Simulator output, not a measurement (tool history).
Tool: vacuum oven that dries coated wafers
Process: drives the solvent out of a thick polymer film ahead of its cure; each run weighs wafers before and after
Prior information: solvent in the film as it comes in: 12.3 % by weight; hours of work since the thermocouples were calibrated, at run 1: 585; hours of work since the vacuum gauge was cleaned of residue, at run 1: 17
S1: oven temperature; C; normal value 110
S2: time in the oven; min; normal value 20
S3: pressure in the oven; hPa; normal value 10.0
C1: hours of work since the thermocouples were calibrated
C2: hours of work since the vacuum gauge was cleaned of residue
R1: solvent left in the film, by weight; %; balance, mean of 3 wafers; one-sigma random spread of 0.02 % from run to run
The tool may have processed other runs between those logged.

run,hour,S1,S2,S3,C1,C2,R1
1,0.0,110,20,10.0,585,17,1.49
2,11.5,110,25,10.0,590,21,1.21
3,27.2,110,25,10.0,596,28,1.21
4,47.0,110,25,10.0,604,36,1.22
5,57.3,110,25,10.0,608,40,1.22
6,74.2,110,25,10.0,615,46,1.24
7,86.9,110,25,33.4,620,52,3.40
8,99.7,111,20,20.9,626,57,2.33
9,108.9,107,34,39.9,629,60,4.31
10,126.2,110,20,24.6,636,67,2.85
11,145.8,122,20,5.1,644,75,0.35
12,165.4,122,20,5.1,652,83,0.38
13,178.6,102,28,35.5,657,89,4.94

Here are 4 independent what-if runs from the current tool condition. What would each one return?
A,196.0,125,20,29.0,664,96,?
B,196.0,110,15,8.6,664,96,?
C,196.0,96,24,7.3,664,96,?
D,196.0,121,20,11.1,664,96,?

run,R1
A,1.75
B,1.98
C,3.14
D,0.82
Take away the tool's hidden state, keep each run's random variation, and the runs would have read:
run,R1
A,1.79
B,2.11
C,3.32
D,0.84
